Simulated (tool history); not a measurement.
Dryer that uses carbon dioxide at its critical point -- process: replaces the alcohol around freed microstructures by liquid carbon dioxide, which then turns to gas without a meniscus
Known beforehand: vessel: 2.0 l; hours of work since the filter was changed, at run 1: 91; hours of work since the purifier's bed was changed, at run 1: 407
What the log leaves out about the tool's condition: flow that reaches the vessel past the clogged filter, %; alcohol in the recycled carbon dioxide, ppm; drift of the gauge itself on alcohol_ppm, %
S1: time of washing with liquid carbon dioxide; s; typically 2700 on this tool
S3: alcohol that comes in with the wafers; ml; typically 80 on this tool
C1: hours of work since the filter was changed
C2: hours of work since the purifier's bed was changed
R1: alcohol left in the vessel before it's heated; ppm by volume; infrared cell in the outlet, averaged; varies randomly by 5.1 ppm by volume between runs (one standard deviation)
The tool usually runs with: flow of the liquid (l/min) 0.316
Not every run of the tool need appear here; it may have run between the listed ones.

run 1 hour=0.0 | S1=2700 flow_of_the_liquid_(l/min)=0.316 S3=80 | C1=91 C2=407 | R1=214
run 2 hour=17.0 | S1=2700 flow_of_the_liquid_(l/min)=0.316 S3=80 | C1=103 C2=419 | R1=224
run 3 hour=43.1 | S1=2700 flow_of_the_liquid_(l/min)=0.316 S3=80 | C1=121 C2=437 | R1=228
run 4 hour=55.6 | S1=2700 flow_of_the_liquid_(l/min)=0.316 S3=80 | C1=130 C2=446 | R1=231
run 5 hour=74.4 | S1=2700 flow_of_the_liquid_(l/min)=0.316 S3=80 | C1=143 C2=460 | R1=238
run 6 hour=89.0 | S1=2700 flow_of_the_liquid_(l/min)=0.316 S3=80 | C1=154 C2=470 | R1=245
run 7 hour=109.5 | S1=1680 flow_of_the_liquid_(l/min)=0.316 S3=80 | C1=168 C2=485 | R1=1084
run 8 hour=125.2 | S1=2820 flow_of_the_liquid_(l/min)=0.316 S3=80 | C1=180 C2=496 | R1=244
run 9 hour=142.8 | S1=2820 flow_of_the_liquid_(l/min)=0.316 S3=80 | C1=192 C2=508 | R1=260
run 10 hour=168.9 | S1=2820 flow_of_the_liquid_(l/min)=0.316 S3=80 | C1=211 C2=527 | R1=259
run 11 hour=186.2 | S1=2700 flow_of_the_liquid_(l/min)=0.316 S3=80 | C1=223 C2=539 | R1=282
run 12 hour=213.1 | S1=2700 flow_of_the_liquid_(l/min)=0.316 S3=80 | C1=242 C2=558 | R1=309
run 13 hour=231.1 | S1=2700 flow_of_the_liquid_(l/min)=0.316 S3=80 | C1=255 C2=571 | R1=296
run 14 hour=249.8 | S1=2700 flow_of_the_liquid_(l/min)=0.316 S3=80 | C1=268 C2=585 | R1=308
-- hour=254.0 inlet filter changed
run 15 hour=271.7 | S1=2700 flow_of_the_liquid_(l/min)=0.316 S3=80 | C1=13 C2=599 | R1=274
run 16 hour=287.7 | S1=2700 flow_of_the_liquid_(l/min)=0.316 S3=80 | C1=24 C2=611 | R1=277
run 17 hour=308.4 | S1=3360 flow_of_the_liquid_(l/min)=0.316 S3=80 | C1=39 C2=625 | R1=227
run 18 hour=333.9 | S1=3360 flow_of_the_liquid_(l/min)=0.316 S3=80 | C1=57 C2=644 | R1=220
run 19 hour=347.8 | S1=3360 flow_of_the_liquid_(l/min)=0.316 S3=80 | C1=67 C2=654 | R1=242
run 20 hour=372.7 | S1=3360 flow_of_the_liquid_(l/min)=0.316 S3=80 | C1=84 C2=671 | R1=245
run 21 hour=393.1 | S1=2700 flow_of_the_liquid_(l/min)=0.316 S3=76 | C1=99 C2=686 | R1=311
run 22 hour=408.8 | S1=2700 flow_of_the_liquid_(l/min)=0.316 S3=76 | C1=110 C2=697 | R1=305
run 23 hour=422.7 | S1=2700 flow_of_the_liquid_(l/min)=0.316 S3=34 | C1=120 C2=707 | R1=270
run 24 hour=446.9 | S1=2700 flow_of_the_liquid_(l/min)=0.274 S3=80 | C1=137 C2=724 | R1=444
run 25 hour=473.8 | S1=2700 flow_of_the_liquid_(l/min)=0.319 S3=80 | C1=156 C2=743 | R1=328
run 26 hour=489.5 | S1=2760 flow_of_the_liquid_(l/min)=0.301 S3=42 | C1=168 C2=754 | R1=317
run 27 hour=507.0 | S1=2760 flow_of_the_liquid_(l/min)=0.301 S3=42 | C1=180 C2=767 | R1=314
run 28 hour=522.9 | S1=1860 flow_of_the_liquid_(l/min)=0.216 S3=42 | C1=191 C2=778 | R1=1410
run 29 hour=538.4 | S1=1860 flow_of_the_liquid_(l/min)=0.216 S3=42 | C1=202 C2=789 | R1=1443
run 30 hour=554.3 | S1=1860 flow_of_the_liquid_(l/min)=0.216 S3=42 | C1=214 C2=801 | R1=1474
-- hour=567.9 purifier's bed changed
run 31 hour=569.5 | S1=4140 flow_of_the_liquid_(l/min)=0.216 S3=34 | C1=222 C2=1 | R1=39
run 32 hour=583.6 | S1=1860 flow_of_the_liquid_(l/min)=0.316 S3=21 | C1=232 C2=11 | R1=188
run 33 hour=607.2 | S1=2100 flow_of_the_liquid_(l/min)=0.394 S3=32 | C1=249 C2=28 | R1=66
run 34 hour=625.9 | S1=2100 flow_of_the_liquid_(l/min)=0.338 S3=80 | C1=263 C2=41 | R1=328
-- hour=639.2 inlet filter changed
run 35 hour=645.7 | S1=2700 flow_of_the_liquid_(l/min)=0.294 S3=94 | C1=5 C2=55 | R1=148
run 36 hour=658.8 | S1=2700 flow_of_the_liquid_(l/min)=0.294 S3=94 | C1=14 C2=64 | R1=166
run 37 hour=685.4 | S1=3420 flow_of_the_liquid_(l/min)=0.316 S3=32 | C1=33 C2=83 | R1=39
run 38 hour=698.6 | S1=2760 flow_of_the_liquid_(l/min)=0.478 S3=42 | C1=42 C2=92 | R1=44
run 39 hour=715.3 | S1=1920 flow_of_the_liquid_(l/min)=0.252 S3=102 | C1=54 C2=104 | R1=1460
run 40 hour=732.0 | S1=2700 flow_of_the_liquid_(l/min)=0.397 S3=80 | C1=66 C2=116 | R1=65
run 41 hour=755.1 | S1=2700 flow_of_the_liquid_(l/min)=0.279 S3=41 | C1=82 C2=132 | R1=126
run 42 hour=779.9 | S1=3780 flow_of_the_liquid_(l/min)=0.279 S3=22 | C1=100 C2=150 | R1=62
run 43 hour=792.5 | S1=3780 flow_of_the_liquid_(l/min)=0.279 S3=22 | C1=109 C2=159 | R1=59
run 44 hour=805.9 | S1=4020 flow_of_the_liquid_(l/min)=0.279 S3=27 | C1=119 C2=169 | R1=67
run 45 hour=831.8 | S1=4020 flow_of_the_liquid_(l/min)=0.279 S3=27 | C1=137 C2=187 | R1=62
run 46 hour=847.3 | S1=4020 flow_of_the_liquid_(l/min)=0.279 S3=27 | C1=148 C2=198 | R1=91
run 47 hour=871.7 | S1=4020 flow_of_the_liquid_(l/min)=0.279 S3=27 | C1=165 C2=215 | R1=88

Here are 4 independent what-if runs from the current tool condition. What would each one return?
run A hour=887.0 | S1=1920 flow_of_the_liquid_(l/min)=0.241 S3=21 | C1=176 C2=226 | R1=?
run B hour=887.0 | S1=2280 flow_of_the_liquid_(l/min)=0.290 S3=80 | C1=176 C2=226 | R1=?
run C hour=887.0 | S1=4020 flow_of_the_liquid_(l/min)=0.279 S3=28 | C1=176 C2=226 | R1=?
run D hour=887.0 | S1=1680 flow_of_the_liquid_(l/min)=0.211 S3=119 | C1=176 C2=226 | R1=?

run=A R1=464
run=B R1=435
run=C R1=94
run=D R1=4590
With no hidden state in the tool, these same runs would have given:
run=A R1=316
run=B R1=271
run=C R1=14
run=D R1=3863

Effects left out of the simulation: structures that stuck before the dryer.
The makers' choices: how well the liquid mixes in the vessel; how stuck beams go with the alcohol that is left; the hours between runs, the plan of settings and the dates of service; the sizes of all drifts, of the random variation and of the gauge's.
